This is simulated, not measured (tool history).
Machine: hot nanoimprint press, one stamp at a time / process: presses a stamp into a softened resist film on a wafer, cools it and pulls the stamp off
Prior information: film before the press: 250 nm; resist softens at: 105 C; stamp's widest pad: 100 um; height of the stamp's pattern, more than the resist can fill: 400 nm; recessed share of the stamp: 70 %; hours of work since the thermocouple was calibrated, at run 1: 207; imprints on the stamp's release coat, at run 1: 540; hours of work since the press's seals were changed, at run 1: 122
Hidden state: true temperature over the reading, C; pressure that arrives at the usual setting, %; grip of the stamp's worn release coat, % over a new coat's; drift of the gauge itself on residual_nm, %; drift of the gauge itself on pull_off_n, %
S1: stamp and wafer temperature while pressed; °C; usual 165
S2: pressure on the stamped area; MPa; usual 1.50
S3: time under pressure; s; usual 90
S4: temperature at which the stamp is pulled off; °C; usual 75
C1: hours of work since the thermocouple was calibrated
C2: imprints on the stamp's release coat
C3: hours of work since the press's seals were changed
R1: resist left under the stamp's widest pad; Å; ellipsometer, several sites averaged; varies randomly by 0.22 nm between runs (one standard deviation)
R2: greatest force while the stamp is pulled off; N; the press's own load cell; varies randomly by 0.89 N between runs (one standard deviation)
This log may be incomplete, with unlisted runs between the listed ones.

run	hour	S1	S2	S3	S4	C1	C2	C3	R1	R2
1	0.0	165	1.50	90	75	207	540	122	1397	165.8
2	10.3	165	1.50	108	75	214	573	128	1309	167.5
3	21.6	165	1.50	90	75	221	609	135	1394	167.2
4	32.4	165	1.50	90	75	228	643	142	1397	166.1
5	39.3	165	1.50	90	75	232	665	146	1387	167.4
6	52.3	165	1.50	90	75	240	707	154	1393	168.9
7	66.3	165	1.77	90	75	249	751	163	1307	168.3
8	77.7	165	1.50	90	65	256	787	170	1384	198.1
9	89.2	165	1.50	90	75	263	824	178	1383	170.9
# hour 101.2: stamp cleaned and given a new release coat
10	107.9	165	1.50	90	75	271	21	186	1387	154.7
11	119.2	162	1.50	90	75	278	57	193	1609	155.7
# hour 129.4: plate thermocouple calibrated
12	134.4	162	1.50	90	75	3	96	200	1601	155.0
13	140.3	162	1.50	90	75	7	114	204	1601	157.4
14	151.1	164	1.50	90	75	14	149	211	1449	157.0
15	162.3	164	1.50	90	75	21	184	218	1447	156.5
16	170.6	164	2.31	90	78	26	211	223	1229	151.2
17	183.1	165	1.80	90	61	34	250	231	1286	194.5
# hour 188.3: plate thermocouple calibrated, once more
18	193.9	165	2.16	90	61	4	275	236	1246	198.1
19	205.2	165	2.16	131	60	11	311	243	1080	203.6
20	215.4	158	1.78	94	67	17	343	249	1841	184.0
21	223.2	158	1.34	94	61	22	368	254	1967	199.5
22	237.1	158	1.34	94	61	31	412	263	1961	200.3
23	245.1	161	2.33	102	63	36	438	268	1442	195.6
24	256.0	161	2.33	102	63	42	472	274	1443	196.3
25	263.6	159	0.97	90	63	47	497	279	2042	198.7
26	269.3	165	2.22	69	75	51	514	283	1353	167.3
27	281.2	165	2.22	52	66	58	552	290	1487	190.5
28	289.3	176	1.43	90	75	63	578	295	802	167.4
29	295.8	176	1.43	90	75	67	599	299	801	167.7

Predict each of these 4 candidate next runs independently; none follows another, all start after run 29:
A	302.0	176	2.38	58	68	71	618	303	?	?
B	302.0	163	1.87	89	75	71	618	303	?	?
C	302.0	165	1.50	90	78	71	618	303	?	?
D	302.0	165	1.82	90	75	71	618	303	?	?

run	R1	R2
A	768	187.2
B	1462	168.3
C	1422	159.3
D	1324	169.3
With no hidden state in the tool, these same runs would have given:
run	R1	R2
A	767	174.2
B	1467	156.7
C	1429	148.3
D	1329	157.6
